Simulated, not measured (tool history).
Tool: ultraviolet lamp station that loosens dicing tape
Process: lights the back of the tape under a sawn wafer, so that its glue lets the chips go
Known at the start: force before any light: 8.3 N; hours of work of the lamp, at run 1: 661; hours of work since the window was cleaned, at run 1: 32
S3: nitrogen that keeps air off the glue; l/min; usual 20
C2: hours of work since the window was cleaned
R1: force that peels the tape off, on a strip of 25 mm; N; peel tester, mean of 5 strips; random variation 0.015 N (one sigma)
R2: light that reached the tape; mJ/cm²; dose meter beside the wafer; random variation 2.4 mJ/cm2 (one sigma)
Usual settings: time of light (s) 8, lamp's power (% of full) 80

{"run": 1, "hour": 0.0, "time of light (s)": 8, "lamp's power (% of full)": 80, "S3": 20, "hours of work of the lamp": 661, "C2": 32, "R1": 0.747, "R2": 264}
{"run": 2, "hour": 26.1, "time of light (s)": 8, "lamp's power (% of full)": 80, "S3": 20, "hours of work of the lamp": 678, "C2": 49, "R1": 0.712, "R2": 262}
{"run": 3, "hour": 53.3, "time of light (s)": 8, "lamp's power (% of full)": 80, "S3": 20, "hours of work of the lamp": 695, "C2": 66, "R1": 0.728, "R2": 258}
{"run": 4, "hour": 84.8, "time of light (s)": 8, "lamp's power (% of full)": 80, "S3": 14, "hours of work of the lamp": 716, "C2": 86, "R1": 0.828, "R2": 257}
{"run": 5, "hour": 100.7, "time of light (s)": 8, "lamp's power (% of full)": 80, "S3": 17, "hours of work of the lamp": 726, "C2": 97, "R1": 0.741, "R2": 258}
{"run": 6, "hour": 135.0, "time of light (s)": 8, "lamp's power (% of full)": 80, "S3": 17, "hours of work of the lamp": 748, "C2": 119, "R1": 0.755, "R2": 258}
{"run": 7, "hour": 161.0, "time of light (s)": 8, "lamp's power (% of full)": 80, "S3": 17, "hours of work of the lamp": 764, "C2": 135, "R1": 0.769, "R2": 259}
{"run": 8, "hour": 195.0, "time of light (s)": 8, "lamp's power (% of full)": 80, "S3": 17, "hours of work of the lamp": 786, "C2": 157, "R1": 0.758, "R2": 254}
{"run": 9, "hour": 229.4, "time of light (s)": 4, "lamp's power (% of full)": 80, "S3": 20, "hours of work of the lamp": 808, "C2": 179, "R1": 2.32, "R2": 129}
{"run": 10, "hour": 251.9, "time of light (s)": 8, "lamp's power (% of full)": 90, "S3": 20, "hours of work of the lamp": 822, "C2": 193, "R1": 0.536, "R2": 292}
{"run": 11, "hour": 287.5, "time of light (s)": 8, "lamp's power (% of full)": 80, "S3": 20, "hours of work of the lamp": 845, "C2": 216, "R1": 0.737, "R2": 255}
{"run": 12, "hour": 309.1, "time of light (s)": 8, "lamp's power (% of full)": 78, "S3": 20, "hours of work of the lamp": 859, "C2": 230, "R1": 0.769, "R2": 250}
{"run": 13, "hour": 340.5, "time of light (s)": 8, "lamp's power (% of full)": 78, "S3": 20, "hours of work of the lamp": 879, "C2": 250, "R1": 0.737, "R2": 257}
{"run": 14, "hour": 365.0, "time of light (s)": 8, "lamp's power (% of full)": 80, "S3": 7, "hours of work of the lamp": 895, "C2": 266, "R1": 1.164, "R2": 266}
{"run": 15, "hour": 395.2, "time of light (s)": 8, "lamp's power (% of full)": 80, "S3": 7, "hours of work of the lamp": 914, "C2": 285, "R1": 1.136, "R2": 255}
{"run": 16, "hour": 411.9, "time of light (s)": 8, "lamp's power (% of full)": 80, "S3": 7, "hours of work of the lamp": 925, "C2": 296, "R1": 1.203, "R2": 261}
{"run": 17, "hour": 440.0, "time of light (s)": 8, "lamp's power (% of full)": 80, "S3": 7, "hours of work of the lamp": 943, "C2": 314, "R1": 1.129, "R2": 262}
{"hour": 450.3, "done": "window cleaned of glue's vapour"}
{"run": 18, "hour": 469.6, "time of light (s)": 8, "lamp's power (% of full)": 80, "S3": 7, "hours of work of the lamp": 961, "C2": 12, "R1": 1.114, "R2": 262}
{"run": 19, "hour": 494.8, "time of light (s)": 8, "lamp's power (% of full)": 80, "S3": 7, "hours of work of the lamp": 977, "C2": 28, "R1": 1.128, "R2": 262}
{"run": 20, "hour": 514.9, "time of light (s)": 8, "lamp's power (% of full)": 80, "S3": 20, "hours of work of the lamp": 990, "C2": 41, "R1": 0.722, "R2": 265}
{"run": 21, "hour": 543.7, "time of light (s)": 6, "lamp's power (% of full)": 80, "S3": 20, "hours of work of the lamp": 1009, "C2": 60, "R1": 1.285, "R2": 195}
{"run": 22, "hour": 574.7, "time of light (s)": 6, "lamp's power (% of full)": 80, "S3": 20, "hours of work of the lamp": 1028, "C2": 79, "R1": 1.266, "R2": 195}
{"run": 23, "hour": 605.4, "time of light (s)": 6, "lamp's power (% of full)": 80, "S3": 20, "hours of work of the lamp": 1048, "C2": 99, "R1": 1.224, "R2": 195}
{"run": 24, "hour": 627.1, "time of light (s)": 8, "lamp's power (% of full)": 67, "S3": 20, "hours of work of the lamp": 1062, "C2": 113, "R1": 1.046, "R2": 215}
{"run": 25, "hour": 650.8, "time of light (s)": 9, "lamp's power (% of full)": 88, "S3": 9, "hours of work of the lamp": 1077, "C2": 128, "R1": 0.664, "R2": 317}
{"run": 26, "hour": 681.3, "time of light (s)": 9, "lamp's power (% of full)": 88, "S3": 9, "hours of work of the lamp": 1097, "C2": 148, "R1": 0.669, "R2": 321}
{"run": 27, "hour": 707.3, "time of light (s)": 9, "lamp's power (% of full)": 88, "S3": 9, "hours of work of the lamp": 1113, "C2": 164, "R1": 0.661, "R2": 317}
{"run": 28, "hour": 733.1, "time of light (s)": 8, "lamp's power (% of full)": 94, "S3": 22, "hours of work of the lamp": 1130, "C2": 181, "R1": 0.486, "R2": 306}
{"run": 29, "hour": 750.6, "time of light (s)": 13, "lamp's power (% of full)": 80, "S3": 22, "hours of work of the lamp": 1141, "C2": 192, "R1": 0.215, "R2": 421}
{"run": 30, "hour": 767.3, "time of light (s)": 13, "lamp's power (% of full)": 61, "S3": 17, "hours of work of the lamp": 1152, "C2": 203, "R1": 0.474, "R2": 323}
{"run": 31, "hour": 788.1, "time of light (s)": 10, "lamp's power (% of full)": 80, "S3": 18, "hours of work of the lamp": 1165, "C2": 216, "R1": 0.448, "R2": 325}
{"run": 32, "hour": 815.8, "time of light (s)": 14, "lamp's power (% of full)": 93, "S3": 18, "hours of work of the lamp": 1183, "C2": 234, "R1": 0.142, "R2": 525}
{"run": 33, "hour": 836.7, "time of light (s)": 14, "lamp's power (% of full)": 93, "S3": 18, "hours of work of the lamp": 1196, "C2": 247, "R1": 0.141, "R2": 528}
{"run": 34, "hour": 869.6, "time of light (s)": 14, "lamp's power (% of full)": 93, "S3": 18, "hours of work of the lamp": 1217, "C2": 268, "R1": 0.142, "R2": 529}
{"run": 35, "hour": 888.8, "time of light (s)": 4, "lamp's power (% of full)": 92, "S3": 12, "hours of work of the lamp": 1229, "C2": 280, "R1": 2.217, "R2": 149}
{"run": 36, "hour": 908.5, "time of light (s)": 8, "lamp's power (% of full)": 70, "S3": 20, "hours of work of the lamp": 1242, "C2": 293, "R1": 0.908, "R2": 228}
{"run": 37, "hour": 927.0, "time of light (s)": 8, "lamp's power (% of full)": 70, "S3": 20, "hours of work of the lamp": 1254, "C2": 305, "R1": 0.971, "R2": 224}
{"hour": 951.5, "done": "window cleaned of glue's vapour"}
{"run": 38, "hour": 952.9, "time of light (s)": 5, "lamp's power (% of full)": 80, "S3": 7, "hours of work of the lamp": 1270, "C2": 1, "R1": 2.352, "R2": 163}
{"run": 39, "hour": 982.6, "time of light (s)": 5, "lamp's power (% of full)": 80, "S3": 7, "hours of work of the lamp": 1289, "C2": 20, "R1": 2.403, "R2": 162}
{"run": 40, "hour": 1004.0, "time of light (s)": 5, "lamp's power (% of full)": 80, "S3": 7, "hours of work of the lamp": 1303, "C2": 34, "R1": 2.351, "R2": 163}
{"run": 41, "hour": 1023.7, "time of light (s)": 14, "lamp's power (% of full)": 67, "S3": 20, "hours of work of the lamp": 1315, "C2": 46, "R1": 0.282, "R2": 381}
{"run": 42, "hour": 1043.4, "time of light (s)": 4, "lamp's power (% of full)": 80, "S3": 20, "hours of work of the lamp": 1328, "C2": 59, "R1": 2.365, "R2": 129}

Forecast each of these 3 alternatives for the next run:
{"run": "A", "hour": 1071.8, "time of light (s)": 12, "lamp's power (% of full)": 96, "S3": 21, "hours of work of the lamp": 1346, "C2": 77, "R1": "?", "R2": "?"}
{"run": "B", "hour": 1071.8, "time of light (s)": 12, "lamp's power (% of full)": 76, "S3": 13, "hours of work of the lamp": 1346, "C2": 77, "R1": "?", "R2": "?"}
{"run": "C", "hour": 1071.8, "time of light (s)": 9, "lamp's power (% of full)": 74, "S3": 10, "hours of work of the lamp": 1346, "C2": 77, "R1": "?", "R2": "?"}

run=A R1=0.176 R2=467
run=B R1=0.381 R2=368
run=C R1=0.91 R2=274
Without the tool's hidden state the same runs would have given:
run=A R1=0.175 R2=469
run=B R1=0.379 R2=368
run=C R1=0.906 R2=275

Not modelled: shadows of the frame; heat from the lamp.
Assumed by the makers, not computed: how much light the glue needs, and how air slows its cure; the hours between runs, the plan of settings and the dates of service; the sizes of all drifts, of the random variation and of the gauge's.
